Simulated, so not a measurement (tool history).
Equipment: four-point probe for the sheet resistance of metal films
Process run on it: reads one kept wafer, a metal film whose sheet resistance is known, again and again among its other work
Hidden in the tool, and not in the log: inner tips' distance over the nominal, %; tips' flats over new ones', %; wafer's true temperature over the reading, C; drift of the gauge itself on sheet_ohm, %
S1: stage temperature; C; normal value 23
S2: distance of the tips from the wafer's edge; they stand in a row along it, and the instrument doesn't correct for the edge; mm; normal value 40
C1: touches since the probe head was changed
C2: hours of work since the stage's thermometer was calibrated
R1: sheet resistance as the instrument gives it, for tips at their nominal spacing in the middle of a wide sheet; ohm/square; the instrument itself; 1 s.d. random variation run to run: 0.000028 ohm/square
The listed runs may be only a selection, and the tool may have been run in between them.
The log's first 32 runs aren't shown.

{"run": 33, "hour": 798.9, "S1": 34, "S2": 74, "C1": 64407, "C2": 762, "R1": 0.139183}
{"run": 34, "hour": 818.3, "S1": 27, "S2": 10, "C1": 64819, "C2": 770, "R1": 0.139815}
{"run": 35, "hour": 852.7, "S1": 18, "S2": 18, "C1": 65550, "C2": 785, "R1": 0.140103}
{"run": 36, "hour": 883.1, "S1": 20, "S2": 7, "C1": 66197, "C2": 798, "R1": 0.140515}
{"run": 37, "hour": 905.7, "S1": 20, "S2": 7, "C1": 66677, "C2": 808, "R1": 0.140488}
{"run": 38, "hour": 935.1, "S1": 33, "S2": 21, "C1": 67303, "C2": 820, "R1": 0.139429}
{"run": 39, "hour": 968.9, "S1": 24, "S2": 45, "C1": 68020, "C2": 835, "R1": 0.13978}
{"run": 40, "hour": 988.4, "S1": 24, "S2": 45, "C1": 68435, "C2": 843, "R1": 0.139766}
{"run": 41, "hour": 1021.7, "S1": 24, "S2": 45, "C1": 69144, "C2": 858, "R1": 0.13977}
{"run": 42, "hour": 1037.8, "S1": 23, "S2": 4, "C1": 69485, "C2": 865, "R1": 0.141681}
{"run": 43, "hour": 1063.8, "S1": 21, "S2": 14, "C1": 70039, "C2": 876, "R1": 0.140138}
{"run": 44, "hour": 1097.7, "S1": 22, "S2": 7, "C1": 70758, "C2": 891, "R1": 0.140515}

Alternative continuations, all from the tool just after run 44; predict every row:
{"run": "A", "hour": 1114.6, "S1": 23, "S2": 40, "C1": 71119, "C2": 898, "R1": "?"}
{"run": "B", "hour": 1114.6, "S1": 26, "S2": 30, "C1": 71119, "C2": 898, "R1": "?"}
{"run": "C", "hour": 1114.6, "S1": 24, "S2": 42, "C1": 71119, "C2": 898, "R1": "?"}
{"run": "D", "hour": 1114.6, "S1": 23, "S2": 22, "C1": 71119, "C2": 898, "R1": "?"}

run=A R1=0.139785
run=B R1=0.139681
run=C R1=0.139824
run=D R1=0.139919
Stripped of hidden state, with their random variation kept, the same runs would have yielded:
run=A R1=0.138346
run=B R1=0.138242
run=C R1=0.138384
run=D R1=0.138478

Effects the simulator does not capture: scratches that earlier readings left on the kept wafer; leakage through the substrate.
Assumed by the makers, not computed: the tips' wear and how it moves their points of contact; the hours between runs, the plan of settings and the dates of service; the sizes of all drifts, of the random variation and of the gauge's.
